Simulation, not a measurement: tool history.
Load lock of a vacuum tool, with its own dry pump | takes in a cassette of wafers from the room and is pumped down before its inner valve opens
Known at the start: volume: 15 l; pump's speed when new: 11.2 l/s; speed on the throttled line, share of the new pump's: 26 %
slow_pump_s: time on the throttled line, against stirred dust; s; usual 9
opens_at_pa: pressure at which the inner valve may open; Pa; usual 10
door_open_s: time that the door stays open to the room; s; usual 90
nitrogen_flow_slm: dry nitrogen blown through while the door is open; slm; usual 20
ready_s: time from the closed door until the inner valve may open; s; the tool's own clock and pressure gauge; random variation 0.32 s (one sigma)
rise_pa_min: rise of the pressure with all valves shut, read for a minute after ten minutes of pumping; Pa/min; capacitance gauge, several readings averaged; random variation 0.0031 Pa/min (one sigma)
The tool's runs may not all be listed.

| run | day | slow_pump_s | opens_at_pa | door_open_s | nitrogen_flow_slm | incoming humidity of the room's air, % | ready_s | rise_pa_min |
|---|---|---|---|---|---|---|---|---|
| 1 | 0 | 9 | 10 | 90 | 20 | 42.4 | 19.2 | 0.053 |
| 2 | 5.204 | 9 | 10 | 90 | 20 | 46.2 | 18.8 | 0.057 |
| 3 | 11.029 | 9 | 10 | 90 | 20 | 44.6 | 18.9 | 0.058 |
| 4 | 16.45 | 9 | 10 | 114 | 20 | 45.8 | 18.8 | 0.064 |
| 5 | 19.758 | 9 | 10 | 114 | 20 | 45.6 | 19 | 0.067 |
| 6 | 23.783 | 9 | 10 | 114 | 20 | 50 | 18.6 | 0.07 |
| 7 | 27.283 | 9 | 10 | 114 | 20 | 45.8 | 19.3 | 0.063 |
| 8 | 31.579 | 9 | 10 | 114 | 20 | 45.8 | 19.3 | 0.065 |
| 9 | 34.45 | 9 | 10 | 114 | 20 | 44.3 | 18.9 | 0.064 |
| 10 | 39.846 | 9 | 10 | 90 | 20 | 45.3 | 19 | 0.054 |
| 11 | 45.583 | 9 | 10 | 90 | 20 | 46 | 19.4 | 0.063 |
| 12 | 50.446 | 9 | 10 | 90 | 20 | 43.7 | 19 | 0.06 |
| 13 | 55.792 | 9 | 10 | 90 | 20 | 47.6 | 19.1 | 0.063 |
| 14 | 58.679 | 9 | 10 | 90 | 20 | 43.9 | 18.9 | 0.057 |
| 15 | 62.346 | 9 | 10 | 90 | 12 | 45.3 | 18.6 | 0.071 |
| 16 | 65.017 | 9 | 10 | 90 | 12 | 41.5 | 19.1 | 0.066 |
| 17 | 70.254 | 9 | 10 | 90 | 12 | 47.3 | 19 | 0.078 |
| 18 | 75.333 | 9 | 10 | 90 | 12 | 42.1 | 18.8 | 0.069 |
| 19 | 79.067 | 9 | 10 | 90 | 12 | 44.2 | 19.2 | 0.076 |
| 20 | 84.233 | 9 | 19 | 90 | 5 | 50.3 | 18.5 | 0.106 |
| 21 | 87.3 | 9 | 19 | 117 | 5 | 47.4 | 18.6 | 0.113 |

The next listed run, before its measurement:
| 22 | 92.438 | 5 | 17 | 38 | 13 | 45.1 | ? | ? |

Run 22 gave ready_s 14.8 s, rise_pa_min 0.056 Pa/min.
Without the tool's hidden state the same run would have given ready_s 14.8 s, rise_pa_min 0.055 Pa/min.
